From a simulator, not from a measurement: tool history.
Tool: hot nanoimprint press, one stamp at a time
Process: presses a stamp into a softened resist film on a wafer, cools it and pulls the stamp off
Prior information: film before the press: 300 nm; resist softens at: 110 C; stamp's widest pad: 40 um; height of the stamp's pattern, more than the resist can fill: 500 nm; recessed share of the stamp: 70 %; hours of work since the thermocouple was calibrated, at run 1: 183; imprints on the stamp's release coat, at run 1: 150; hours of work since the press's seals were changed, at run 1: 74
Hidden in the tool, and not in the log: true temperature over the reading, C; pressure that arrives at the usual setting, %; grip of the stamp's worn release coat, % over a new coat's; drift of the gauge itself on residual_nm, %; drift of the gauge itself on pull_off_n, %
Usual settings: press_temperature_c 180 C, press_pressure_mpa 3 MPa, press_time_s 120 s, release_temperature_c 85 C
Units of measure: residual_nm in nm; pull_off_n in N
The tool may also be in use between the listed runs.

| run | hour | press_temperature_c | press_pressure_mpa | press_time_s | release_temperature_c | hours of work since the thermocouple was calibrated | imprints on the stamp's release coat | hours of work since the press's seals were changed | residual_nm | pull_off_n |
|---|---|---|---|---|---|---|---|---|---|---|
| 1 | 0 | 180 | 3 | 120 | 85 | 183 | 150 | 74 | 178 | 169 |
| 2 | 17.2 | 180 | 3 | 120 | 85 | 192 | 200 | 84 | 181.6 | 171 |
| 3 | 42 | 180 | 3 | 120 | 85 | 206 | 272 | 98 | 181.4 | 170 |
| 4 | 56.6 | 180 | 3 | 120 | 85 | 215 | 315 | 106 | 178.8 | 177 |
| 5 | 75.6 | 180 | 3 | 120 | 85 | 225 | 370 | 117 | 180.9 | 175 |
| 6 | 96.7 | 180 | 3.55 | 120 | 85 | 237 | 432 | 129 | 170.7 | 175 |
| 7 | 118 | 190 | 3 | 120 | 85 | 250 | 494 | 141 | 129.5 | 182 |
| 8 | 137.3 | 190 | 3 | 120 | 85 | 260 | 550 | 152 | 130.8 | 176 |
| 9 | 153.7 | 190 | 3 | 120 | 85 | 270 | 598 | 161 | 131.7 | 175 |
| 10 | 182.6 | 190 | 3 | 120 | 85 | 286 | 682 | 177 | 130.4 | 190 |
|  | 213 | plate thermocouple calibrated |
|  | 219 | stamp cleaned and given a new release coat |
| 11 | 219 | 180 | 3 | 120 | 85 | 0 | 0 | 193 | 187.5 | 165 |
| 12 | 246 | 180 | 3 | 120 | 85 | 15 | 79 | 208 | 186.6 | 164 |
| 13 | 275.6 | 180 | 3 | 120 | 85 | 32 | 165 | 225 | 185.7 | 167 |
|  | 291 | plate thermocouple calibrated, once more |
| 14 | 295.9 | 180 | 3 | 120 | 85 | 3 | 215 | 235 | 174.6 | 171 |
| 15 | 321.4 | 180 | 3 | 120 | 85 | 17 | 289 | 249 | 176 | 176 |
| 16 | 346.5 | 175 | 3.87 | 75 | 86 | 32 | 363 | 264 | 215.9 | 174 |
| 17 | 375.3 | 175 | 3.61 | 75 | 86 | 48 | 446 | 280 | 217.6 | 174 |
| 18 | 394.1 | 175 | 3.61 | 75 | 86 | 58 | 501 | 291 | 220.5 | 180 |
| 19 | 410 | 174 | 3 | 234 | 91 | 68 | 547 | 300 | 178.4 | 178 |
| 20 | 438.9 | 171 | 1.81 | 120 | 85 | 84 | 632 | 316 | 255.2 | 185 |
| 21 | 452.6 | 192 | 2.5 | 191 | 84 | 92 | 672 | 324 | 109 | 183 |
| 22 | 481.8 | 180 | 3 | 120 | 80 | 108 | 757 | 340 | 180.2 | 191 |
|  | 490.1 | stamp cleaned and given a new release coat |
| 23 | 513.7 | 191 | 3.98 | 157 | 81 | 123 | 69 | 355 | 98 | 172 |
| 24 | 528.2 | 191 | 3.98 | 157 | 81 | 131 | 111 | 363 | 98.2 | 176 |
| 25 | 555.8 | 183 | 2.44 | 157 | 81 | 147 | 192 | 379 | 162.6 | 180 |
| 26 | 569.4 | 183 | 4.1 | 157 | 81 | 155 | 231 | 387 | 130.3 | 175 |
| 27 | 582.6 | 169 | 3 | 71 | 85 | 162 | 270 | 394 | 261 | 169 |
| 28 | 601.6 | 169 | 3 | 71 | 85 | 173 | 325 | 405 | 262.4 | 171 |
| 29 | 617.6 | 180 | 4.27 | 125 | 85 | 182 | 372 | 414 | 155.6 | 173 |

Predict each of these 3 candidate next runs independently; none follows another, all start after run 29:
| A | 641.9 | 180 | 3 | 81 | 85 | 196 | 442 | 428 | ? | ? |
| B | 641.9 | 172 | 3.76 | 120 | 85 | 196 | 442 | 428 | ? | ? |
| C | 641.9 | 180 | 3 | 120 | 91 | 196 | 442 | 428 | ? | ? |

| run | residual_nm | pull_off_n |
|---|---|---|
| A | 206.4 | 176 |
| B | 212.7 | 175 |
| C | 183 | 166 |
With the hidden condition removed and each run's random variation left untouched, the same runs would have given:
| run | residual_nm | pull_off_n |
|---|---|---|
| A | 199.7 | 164 |
| B | 205.2 | 163 |
| C | 176.1 | 155 |
